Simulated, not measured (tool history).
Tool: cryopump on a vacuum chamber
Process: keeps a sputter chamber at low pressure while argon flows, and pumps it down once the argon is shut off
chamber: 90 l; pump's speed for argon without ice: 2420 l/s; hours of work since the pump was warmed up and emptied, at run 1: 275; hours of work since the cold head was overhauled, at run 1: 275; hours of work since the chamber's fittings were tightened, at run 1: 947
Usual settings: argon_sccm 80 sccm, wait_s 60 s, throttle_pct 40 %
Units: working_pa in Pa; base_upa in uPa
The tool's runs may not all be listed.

run   hour  argon_sccm  wait_s  throttle_pct  hours of work since the pump was warmed up and emptied  hours of work since the cold head was overhauled  hours of work since the chamber's fittings were tightened  working_pa  base_upa
  1    0.0          80      60            40                                                     275                                               275                                                        947      0.1490      0.94
  2   14.2          80      60            25                                                     284                                               284                                                        956      0.2333      0.99
  3   33.8          80      79            40                                                     296                                               296                                                        967      0.1489      0.83
  4   54.8          39      60            40                                                     308                                               308                                                        980      0.0726      0.98
  5   70.6          39      60            40                                                     318                                               318                                                        990      0.0741      0.98
  6   80.7          39      60            40                                                     324                                               324                                                        996      0.0733      1.01
  7   92.9          39      60            40                                                     331                                               331                                                       1003      0.0729      0.97
  8  112.8          39      60            40                                                     343                                               343                                                       1015      0.0736      0.98
  9  135.2          39      60            40                                                     357                                               357                                                       1029      0.0741      0.98
 10  145.8          39      60            40                                                     363                                               363                                                       1035      0.0743      1.03
 11  155.6          80      60            59                                                     369                                               369                                                       1041      0.1066      1.05
 12  175.8          80     161            40                                                     382                                               382                                                       1053      0.1532      0.55
 13  185.9          80     161            35                                                     388                                               388                                                       1059      0.1742      0.60
 14  204.5          80      60            40                                                     399                                               399                                                       1071      0.1539      1.01
     214.2  -- pump warmed up, emptied and cooled again
 15  231.3          80      60            40                                                      10                                               412                                                       1084      0.1405      0.93
 16  246.0          80      60            40                                                      19                                               421                                                       1093      0.1404      0.97

Forecast run 17:
 17  259.0          80      30            40                                                      27                                               429                                                       1101           ?         ?

working_pa: 0.1400 Pa
base_upa: 1.64 uPa
Without the tool's hidden state the same run would have given working_pa 0.1388 Pa, base_upa 1.50 uPa.
